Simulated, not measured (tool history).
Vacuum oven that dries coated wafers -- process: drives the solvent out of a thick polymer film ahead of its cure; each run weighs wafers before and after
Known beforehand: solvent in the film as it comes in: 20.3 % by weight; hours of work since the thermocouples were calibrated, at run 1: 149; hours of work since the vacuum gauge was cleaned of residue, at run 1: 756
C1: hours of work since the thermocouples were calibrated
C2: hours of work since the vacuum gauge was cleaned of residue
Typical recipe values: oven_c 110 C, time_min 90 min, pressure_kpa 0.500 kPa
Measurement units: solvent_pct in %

run 1 hour=0.0 | oven_c=110 time_min=90 pressure_kpa=0.500 | C1=149 C2=756 | solvent_pct=1.91
run 2 hour=27.4 | oven_c=97 time_min=90 pressure_kpa=0.500 | C1=169 C2=775 | solvent_pct=5.91
run 3 hour=52.8 | oven_c=97 time_min=90 pressure_kpa=0.500 | C1=187 C2=793 | solvent_pct=5.85
run 4 hour=92.6 | oven_c=97 time_min=90 pressure_kpa=0.500 | C1=215 C2=822 | solvent_pct=5.83
run 5 hour=134.2 | oven_c=110 time_min=90 pressure_kpa=0.500 | C1=245 C2=851 | solvent_pct=1.89
run 6 hour=177.5 | oven_c=110 time_min=90 pressure_kpa=0.500 | C1=276 C2=882 | solvent_pct=1.84
run 7 hour=207.6 | oven_c=110 time_min=90 pressure_kpa=0.500 | C1=297 C2=904 | solvent_pct=1.86
run 8 hour=230.1 | oven_c=110 time_min=45 pressure_kpa=0.500 | C1=313 C2=920 | solvent_pct=5.16
run 9 hour=267.3 | oven_c=110 time_min=45 pressure_kpa=0.500 | C1=340 C2=946 | solvent_pct=5.13
run 10 hour=288.7 | oven_c=110 time_min=45 pressure_kpa=0.500 | C1=355 C2=962 | solvent_pct=5.20
run 11 hour=314.1 | oven_c=110 time_min=45 pressure_kpa=0.500 | C1=373 C2=980 | solvent_pct=5.14
-- hour=320.1 oven's thermocouples calibrated
run 12 hour=356.0 | oven_c=110 time_min=45 pressure_kpa=0.500 | C1=26 C2=1008 | solvent_pct=5.04
run 13 hour=377.4 | oven_c=110 time_min=45 pressure_kpa=0.500 | C1=41 C2=1023 | solvent_pct=5.01
run 14 hour=396.3 | oven_c=96 time_min=90 pressure_kpa=0.500 | C1=54 C2=1037 | solvent_pct=6.07
run 15 hour=420.8 | oven_c=110 time_min=90 pressure_kpa=0.500 | C1=72 C2=1054 | solvent_pct=1.83
run 16 hour=445.7 | oven_c=110 time_min=90 pressure_kpa=0.500 | C1=90 C2=1072 | solvent_pct=1.81
run 17 hour=464.4 | oven_c=116 time_min=90 pressure_kpa=0.500 | C1=103 C2=1086 | solvent_pct=0.93
run 18 hour=502.9 | oven_c=116 time_min=90 pressure_kpa=0.500 | C1=130 C2=1113 | solvent_pct=0.92
-- hour=513.6 oven's thermocouples calibrated, once more
run 19 hour=525.3 | oven_c=116 time_min=90 pressure_kpa=0.500 | C1=8 C2=1128 | solvent_pct=1.06
run 20 hour=548.4 | oven_c=110 time_min=68 pressure_kpa=1.718 | C1=25 C2=1144 | solvent_pct=4.09
run 21 hour=567.7 | oven_c=124 time_min=90 pressure_kpa=0.500 | C1=39 C2=1158 | solvent_pct=0.55
run 22 hour=599.8 | oven_c=124 time_min=90 pressure_kpa=0.500 | C1=62 C2=1181 | solvent_pct=0.51
run 23 hour=637.8 | oven_c=108 time_min=67 pressure_kpa=0.320 | C1=89 C2=1208 | solvent_pct=3.85
run 24 hour=676.9 | oven_c=108 time_min=62 pressure_kpa=0.320 | C1=117 C2=1236 | solvent_pct=4.21
run 25 hour=704.4 | oven_c=113 time_min=62 pressure_kpa=1.560 | C1=136 C2=1256 | solvent_pct=3.46
run 26 hour=737.4 | oven_c=98 time_min=55 pressure_kpa=0.304 | C1=160 C2=1279 | solvent_pct=8.49
run 27 hour=777.3 | oven_c=98 time_min=55 pressure_kpa=0.304 | C1=188 C2=1308 | solvent_pct=8.52
run 28 hour=813.2 | oven_c=109 time_min=50 pressure_kpa=1.160 | C1=214 C2=1333 | solvent_pct=5.59
run 29 hour=835.0 | oven_c=104 time_min=73 pressure_kpa=1.972 | C1=229 C2=1349 | solvent_pct=5.90
run 30 hour=864.6 | oven_c=104 time_min=158 pressure_kpa=0.465 | C1=251 C2=1370 | solvent_pct=1.62
run 31 hour=905.4 | oven_c=103 time_min=65 pressure_kpa=1.350 | C1=280 C2=1399 | solvent_pct=6.39
run 32 hour=927.5 | oven_c=103 time_min=65 pressure_kpa=1.350 | C1=295 C2=1415 | solvent_pct=6.43
run 33 hour=962.4 | oven_c=102 time_min=136 pressure_kpa=0.375 | C1=320 C2=1440 | solvent_pct=2.39
run 34 hour=1004.8 | oven_c=102 time_min=136 pressure_kpa=0.375 | C1=351 C2=1470 | solvent_pct=2.40
run 35 hour=1036.8 | oven_c=110 time_min=136 pressure_kpa=1.498 | C1=373 C2=1493 | solvent_pct=1.83
run 36 hour=1079.5 | oven_c=98 time_min=48 pressure_kpa=0.356 | C1=404 C2=1523 | solvent_pct=9.15

4 options for the next run, each taken on its own from the tool as it stands now. Forecast them:
run A hour=1120.4 | oven_c=112 time_min=66 pressure_kpa=0.329 | C1=433 C2=1552 | solvent_pct=?
run B hour=1120.4 | oven_c=98 time_min=158 pressure_kpa=0.356 | C1=433 C2=1552 | solvent_pct=?
run C hour=1120.4 | oven_c=125 time_min=48 pressure_kpa=0.356 | C1=433 C2=1552 | solvent_pct=?
run D hour=1120.4 | oven_c=98 time_min=48 pressure_kpa=0.994 | C1=433 C2=1552 | solvent_pct=?

run=A solvent_pct=2.65
run=B solvent_pct=2.85
run=C solvent_pct=1.15
run=D solvent_pct=9.59
What these runs would have given with no unlogged condition in the tool:
run=A solvent_pct=2.42
run=B solvent_pct=2.44
run=C solvent_pct=0.98
run=D solvent_pct=9.37
